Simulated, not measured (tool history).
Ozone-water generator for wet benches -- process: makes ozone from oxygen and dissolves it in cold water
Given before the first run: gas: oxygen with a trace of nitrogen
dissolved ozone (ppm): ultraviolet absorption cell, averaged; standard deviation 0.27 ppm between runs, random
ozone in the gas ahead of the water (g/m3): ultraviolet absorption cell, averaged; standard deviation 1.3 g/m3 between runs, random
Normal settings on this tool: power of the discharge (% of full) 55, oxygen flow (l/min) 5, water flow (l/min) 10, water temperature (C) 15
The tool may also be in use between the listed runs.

run	hour	power of the discharge (% of full)	oxygen flow (l/min)	water flow (l/min)	water temperature (C)	dissolved ozone (ppm)	ozone in the gas ahead of the water (g/m3)
1	0	55	5	10	15	40.8	233.5
2	28.5	55	5	10	15	40.5	230.3
3	57.4	55	5	10	15	40.5	235.8
4	91.5	55	8.43	10	15	37.9	182.9
5	129.1	55	5	10	15	40	231.4
6	159.5	55	5	10	15	40.7	233.5
7	182	55	5	10	15	40.1	232.2
8	214.6	55	5	7	15	49.4	232.8
9	252.1	55	5	7	15	50.1	235.7
10	285.1	55	5	7	15	49.1	234.1
11	302.1	55	5	7	15	49.3	233.1
12	327.2	55	4.56	7	15	50.3	241.6
13	363	55	4.56	7	15	50.3	244.7
14	384.5	55	5	10	15	40.4	230.9
15	419.5	55	5	10	15	40.5	231.3
16	442.3	55	5	10	15	40.4	232.9
17	457.8	55	5	10	15	40.2	231.6
18	482.6	60	5.38	16	16	29.4	237.1
19	497.7	55	6.7	15	15	29.3	200.7
20	523	55	4.29	12	11	37.3	247.5
21	554.3	53	5	13	10	35.5	225.4
22	593.8	45	4.41	10	10	38.7	214.2
23	627.2	45	4.41	10	10	38.6	217.7
24	647.9	45	4.41	10	10	38.7	216.5
25	675.4	45	4.41	10	10	39.2	217.8
26	695.3	45	4.41	10	10	38.5	216
27	719.8	55	4.78	10	15	40.4	237.3
28	737.4	42	4.51	15	15	24.8	205.7
29	760.6	42	4.51	15	15	24.7	205.7
30	786.6	42	5.97	14	20	24.4	181
31	818.1	76	5.97	10	13	50.3	255.4
32	836.2	76	5.97	10	13	50.3	258.5
33	871.1	59	3.67	6	8	66.4	277.1

The log once held 2 entries between its listed runs, left out of this copy. Where does each go, and what is different about the tool's unlogged condition between the listed run before it and the listed run after it?
From run 21 to run 22: contactor cleaned (hour 560.2)
  contactor's efficiency, % of a clean one's: 97.4 -> 96.9; true water temperature over the reading, C: 0.03 -> 0.04
  measured less the result without the state, dissolved ozone (ppm): -1.4 -> -1.4; ozone in the gas ahead of the water (g/m3): -6.1 -> -5.2
From run 29 to run 30: contactor cleaned, once more (hour 771.6)
  yield of the discharge, % of new electrodes': 96.5 -> 96.4; contactor's efficiency, % of a clean one's: 96.8 -> 99.6
  measured less the result without the state, dissolved ozone (ppm): -1 -> -0.6; ozone in the gas ahead of the water (g/m3): -5.1 -> -4.6

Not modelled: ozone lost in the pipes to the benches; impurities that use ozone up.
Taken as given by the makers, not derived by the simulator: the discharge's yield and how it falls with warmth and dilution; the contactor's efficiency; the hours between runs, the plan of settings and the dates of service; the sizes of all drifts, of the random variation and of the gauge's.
